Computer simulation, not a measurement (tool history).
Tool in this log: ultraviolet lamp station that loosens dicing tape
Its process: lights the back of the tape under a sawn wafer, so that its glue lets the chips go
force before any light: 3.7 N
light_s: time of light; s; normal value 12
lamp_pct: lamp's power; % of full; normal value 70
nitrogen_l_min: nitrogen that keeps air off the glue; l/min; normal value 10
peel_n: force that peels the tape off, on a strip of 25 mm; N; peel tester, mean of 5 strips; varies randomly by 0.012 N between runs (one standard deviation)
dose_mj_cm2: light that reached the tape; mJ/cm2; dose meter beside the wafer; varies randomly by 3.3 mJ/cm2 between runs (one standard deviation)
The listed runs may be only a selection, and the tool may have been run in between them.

run	hour	light_s	lamp_pct	nitrogen_l_min	peel_n	dose_mj_cm2
1	0.0	12	70	10	0.824	412
2	43.5	12	70	10	0.817	406
3	103.3	12	70	8	0.960	399
4	166.0	12	70	8	0.994	386
5	203.6	10	70	10	1.132	316
6	245.2	10	70	10	1.148	311
7	298.7	12	70	10	0.967	369
# hour 303.6: window cleaned of glue's vapour
8	336.8	12	67	10	0.850	394
9	399.6	12	67	10	0.900	384
10	465.3	12	67	10	0.924	372
11	549.6	16	70	10	0.615	500
12	600.9	16	78	10	0.514	544
13	671.7	16	78	10	0.540	532
14	750.0	16	78	10	0.563	518
15	819.0	16	78	10	0.593	501
16	866.6	22	70	10	0.403	616
17	904.4	12	70	10	1.048	329
18	960.2	21	70	10	0.488	559
19	1016.4	21	70	10	0.493	548
20	1070.7	9	70	10	1.568	229
21	1151.5	9	70	10	1.637	220
22	1228.8	9	81	5	1.845	248
23	1278.5	12	66	12	1.321	261
# hour 1341.7: lamp changed
# hour 1358.1: window cleaned of glue's vapour
24	1367.0	12	66	19	0.439	485
25	1429.5	12	88	19	0.247	645
26	1489.9	12	82	3	0.929	591
27	1563.6	12	82	3	0.980	576
28	1632.4	12	84	10	0.483	566
29	1677.9	18	69	13	0.282	693
30	1765.5	18	69	18	0.237	664
31	1838.1	18	69	18	0.249	659
32	1905.7	18	86	7	0.310	802
33	1984.1	18	86	7	0.338	783
34	2052.1	18	86	7	0.351	757
35	2111.9	12	66	5	1.232	384
36	2194.2	12	66	5	1.285	369
37	2284.6	12	66	5	1.283	359
38	2327.3	12	66	5	1.336	349
39	2388.7	12	66	5	1.364	347
# hour 2416.0: window cleaned of glue's vapour
40	2434.4	9	81	6	1.215	351
41	2495.5	6	70	11	1.722	203
42	2564.6	12	60	10	1.098	332

Consider 5 possible next runs. They are alternatives, not a sequence: every one starts from the tool as it was left by run 42. What does each give?
A	2637.8	12	89	8	?	?
B	2637.8	7	70	5	?	?
C	2637.8	7	98	10	?	?
D	2637.8	11	60	10	?	?
E	2637.8	19	68	10	?	?

run	peel_n	dose_mj_cm2
A	0.730	482
B	2.038	220
C	1.177	313
D	1.273	298
E	0.445	583
With no hidden state in the tool, these same runs would have given:
run	peel_n	dose_mj_cm2
A	0.414	667
B	1.597	305
C	0.773	433
D	0.847	413
E	0.229	808
